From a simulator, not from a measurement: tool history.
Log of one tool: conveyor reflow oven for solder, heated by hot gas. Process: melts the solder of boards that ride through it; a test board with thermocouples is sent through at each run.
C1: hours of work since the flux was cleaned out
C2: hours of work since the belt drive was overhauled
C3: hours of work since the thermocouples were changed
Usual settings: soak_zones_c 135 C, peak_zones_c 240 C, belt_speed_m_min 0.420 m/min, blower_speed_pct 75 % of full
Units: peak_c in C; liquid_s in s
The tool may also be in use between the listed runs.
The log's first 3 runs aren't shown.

run 4 hour=69.4 | soak_zones_c=135 peak_zones_c=240 belt_speed_m_min=0.420 blower_speed_pct=75 | C1=216 C2=103 C3=166 | peak_c=220.1 liquid_s=65.1
run 5 hour=88.3 | soak_zones_c=135 peak_zones_c=240 belt_speed_m_min=0.420 blower_speed_pct=75 | C1=224 C2=112 C3=174 | peak_c=219.9 liquid_s=64.2
run 6 hour=108.9 | soak_zones_c=135 peak_zones_c=240 belt_speed_m_min=0.420 blower_speed_pct=75 | C1=233 C2=121 C3=184 | peak_c=220.5 liquid_s=64.7
run 7 hour=125.8 | soak_zones_c=135 peak_zones_c=235 belt_speed_m_min=0.420 blower_speed_pct=75 | C1=241 C2=128 C3=191 | peak_c=215.7 liquid_s=60.8
run 8 hour=154.7 | soak_zones_c=135 peak_zones_c=235 belt_speed_m_min=0.420 blower_speed_pct=75 | C1=254 C2=141 C3=204 | peak_c=215.3 liquid_s=61.2
run 9 hour=181.1 | soak_zones_c=135 peak_zones_c=235 belt_speed_m_min=0.420 blower_speed_pct=75 | C1=265 C2=152 C3=215 | peak_c=215.8 liquid_s=61.2
run 10 hour=213.9 | soak_zones_c=135 peak_zones_c=235 belt_speed_m_min=0.420 blower_speed_pct=75 | C1=280 C2=167 C3=230 | peak_c=215.5 liquid_s=60.8
run 11 hour=230.4 | soak_zones_c=135 peak_zones_c=235 belt_speed_m_min=0.420 blower_speed_pct=75 | C1=287 C2=174 C3=237 | peak_c=215.3 liquid_s=60.8
run 12 hour=247.4 | soak_zones_c=135 peak_zones_c=235 belt_speed_m_min=0.420 blower_speed_pct=75 | C1=294 C2=182 C3=245 | peak_c=215.3 liquid_s=60.7
run 13 hour=273.6 | soak_zones_c=130 peak_zones_c=240 belt_speed_m_min=0.420 blower_speed_pct=75 | C1=306 C2=193 C3=256 | peak_c=218.2 liquid_s=61.5
run 14 hour=290.7 | soak_zones_c=130 peak_zones_c=240 belt_speed_m_min=0.420 blower_speed_pct=75 | C1=313 C2=201 C3=264 | peak_c=217.9 liquid_s=61.8
run 15 hour=310.9 | soak_zones_c=130 peak_zones_c=240 belt_speed_m_min=0.420 blower_speed_pct=75 | C1=322 C2=210 C3=272 | peak_c=218.3 liquid_s=61.3
run 16 hour=341.6 | soak_zones_c=130 peak_zones_c=240 belt_speed_m_min=0.420 blower_speed_pct=75 | C1=336 C2=223 C3=286 | peak_c=218.4 liquid_s=61.5
run 17 hour=368.4 | soak_zones_c=135 peak_zones_c=243 belt_speed_m_min=0.420 blower_speed_pct=66 | C1=348 C2=235 C3=298 | peak_c=219.2 liquid_s=63.1
run 18 hour=392.4 | soak_zones_c=134 peak_zones_c=240 belt_speed_m_min=0.486 blower_speed_pct=55 | C1=358 C2=245 C3=308 | peak_c=205.2 liquid_s=39.8
run 19 hour=428.4 | soak_zones_c=134 peak_zones_c=240 belt_speed_m_min=0.486 blower_speed_pct=55 | C1=374 C2=261 C3=324 | peak_c=204.9 liquid_s=39.1
run 20 hour=451.8 | soak_zones_c=135 peak_zones_c=240 belt_speed_m_min=0.420 blower_speed_pct=74 | C1=384 C2=272 C3=335 | peak_c=218.7 liquid_s=63.0
run 21 hour=475.5 | soak_zones_c=141 peak_zones_c=252 belt_speed_m_min=0.420 blower_speed_pct=75 | C1=395 C2=282 C3=345 | peak_c=230.0 liquid_s=74.4
-- hour=482.0 belt drive overhauled, speed set with a stopwatch
run 22 hour=506.8 | soak_zones_c=141 peak_zones_c=253 belt_speed_m_min=0.429 blower_speed_pct=75 | C1=407 C2=11 C3=357 | peak_c=230.0 liquid_s=73.5
run 23 hour=527.1 | soak_zones_c=122 peak_zones_c=240 belt_speed_m_min=0.420 blower_speed_pct=75 | C1=416 C2=20 C3=366 | peak_c=215.7 liquid_s=56.4
run 24 hour=547.0 | soak_zones_c=136 peak_zones_c=236 belt_speed_m_min=0.354 blower_speed_pct=75 | C1=425 C2=29 C3=375 | peak_c=221.5 liquid_s=80.6
run 25 hour=567.1 | soak_zones_c=127 peak_zones_c=240 belt_speed_m_min=0.341 blower_speed_pct=58 | C1=433 C2=37 C3=384 | peak_c=220.1 liquid_s=77.2
-- hour=603.1 flux residue cleaned out of gas plates and filters
run 26 hour=605.2 | soak_zones_c=127 peak_zones_c=240 belt_speed_m_min=0.341 blower_speed_pct=58 | C1=1 C2=52 C3=398 | peak_c=224.5 liquid_s=82.1
run 27 hour=633.7 | soak_zones_c=129 peak_zones_c=240 belt_speed_m_min=0.408 blower_speed_pct=75 | C1=13 C2=65 C3=411 | peak_c=224.0 liquid_s=68.3
run 28 hour=654.1 | soak_zones_c=149 peak_zones_c=236 belt_speed_m_min=0.379 blower_speed_pct=55 | C1=22 C2=74 C3=420 | peak_c=220.0 liquid_s=78.8

Forecast run 29:
run 29 hour=678.0 | soak_zones_c=136 peak_zones_c=240 belt_speed_m_min=0.420 blower_speed_pct=75 | C1=33 C2=84 C3=430 | peak_c=? liquid_s=?

peak_c: 223.8 C
liquid_s: 69.6 s
Without the tool's hidden state the same run would have given peak_c 222.3 C, liquid_s 67.7 s.

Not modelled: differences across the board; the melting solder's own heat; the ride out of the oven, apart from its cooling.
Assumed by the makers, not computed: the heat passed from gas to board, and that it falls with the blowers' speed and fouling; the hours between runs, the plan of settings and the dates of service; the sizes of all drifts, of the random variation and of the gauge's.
